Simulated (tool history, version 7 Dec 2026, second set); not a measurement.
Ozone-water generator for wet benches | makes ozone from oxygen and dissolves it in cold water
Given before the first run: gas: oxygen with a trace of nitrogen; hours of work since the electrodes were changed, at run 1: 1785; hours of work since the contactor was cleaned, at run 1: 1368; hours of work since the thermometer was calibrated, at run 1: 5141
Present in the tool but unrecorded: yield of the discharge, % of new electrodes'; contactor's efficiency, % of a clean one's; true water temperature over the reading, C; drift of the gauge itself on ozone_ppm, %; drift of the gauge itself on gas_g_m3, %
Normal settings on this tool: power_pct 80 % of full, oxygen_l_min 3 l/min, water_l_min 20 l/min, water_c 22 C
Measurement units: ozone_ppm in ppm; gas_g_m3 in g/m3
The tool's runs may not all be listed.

run	hour	power_pct	oxygen_l_min	water_l_min	water_c	hours of work since the electrodes were changed	hours of work since the contactor was cleaned	hours of work since the thermometer was calibrated	ozone_ppm	gas_g_m3
1	0	80	3	20	22	1785	1368	5141	15.5	277
2	76.5	80	3	20	22	1833	1417	5190	15.6	276.8
3	109.6	80	3	20	22	1854	1438	5211	15.5	276.4
4	167.2	80	3.14	20	22	1891	1474	5247	15.5	271.1
5	204.2	80	3.14	20	22	1914	1497	5270	15.7	269
6	255.5	80	3	20	28	1947	1530	5303	14.3	280.4
7	309.9	80	5.14	20	22	1981	1564	5337	14.8	193.2
8	370.2	80	3	20	22	2019	1603	5375	15.4	279.3
9	446.5	80	3	20	23	2067	1651	5424	15.6	278.7
10	499.9	80	3	20	23	2101	1685	5458	15.3	279.5
11	532.9	80	3	20	23	2122	1705	5478	15.5	277
12	601.8	80	3	14	22	2166	1749	5522	22	280.7
13	658.1	80	3	14	24	2201	1785	5558	21.3	281.3
# hour 698.7: water thermometer calibrated
14	732.7	80	3	14	24	2248	1832	22	21.7	278.6
15	797	80	3	14	24	2289	1872	62	21.4	278.1
16	873.9	80	3	20	22	2338	1921	111	15.6	282.2
17	934.6	80	3	20	22	2376	1959	149	15.4	281.4
18	1003	80	3	20	22	2419	2003	193	15.6	282.1
19	1064.2	46	2.25	20	22	2458	2041	231	9.4	208.3
20	1127.2	80	1.63	12	22	2498	2081	271	26.3	426.7
21	1171	80	4.05	16	21	2526	2109	299	19.3	230.3
22	1210	80	4.05	16	21	2550	2134	324	19.1	227.8
23	1267.2	80	4.06	23	21	2587	2170	360	13.5	231.1
24	1302.6	80	4.06	23	21	2609	2192	382	13.3	231.8
25	1347.7	80	3.46	23	21	2637	2221	411	13.5	255.1

What will run 26 give?
26	1406.8	80	3.46	13	15	2675	2258	448	?	?

Run 26 yielded ozone_ppm 25.1 ppm, gas_g_m3 256.8 g/m3.
On a tool with no hidden condition, and with the same random variation, this run would have come out at ozone_ppm 25.2 ppm, gas_g_m3 250.8 g/m3.
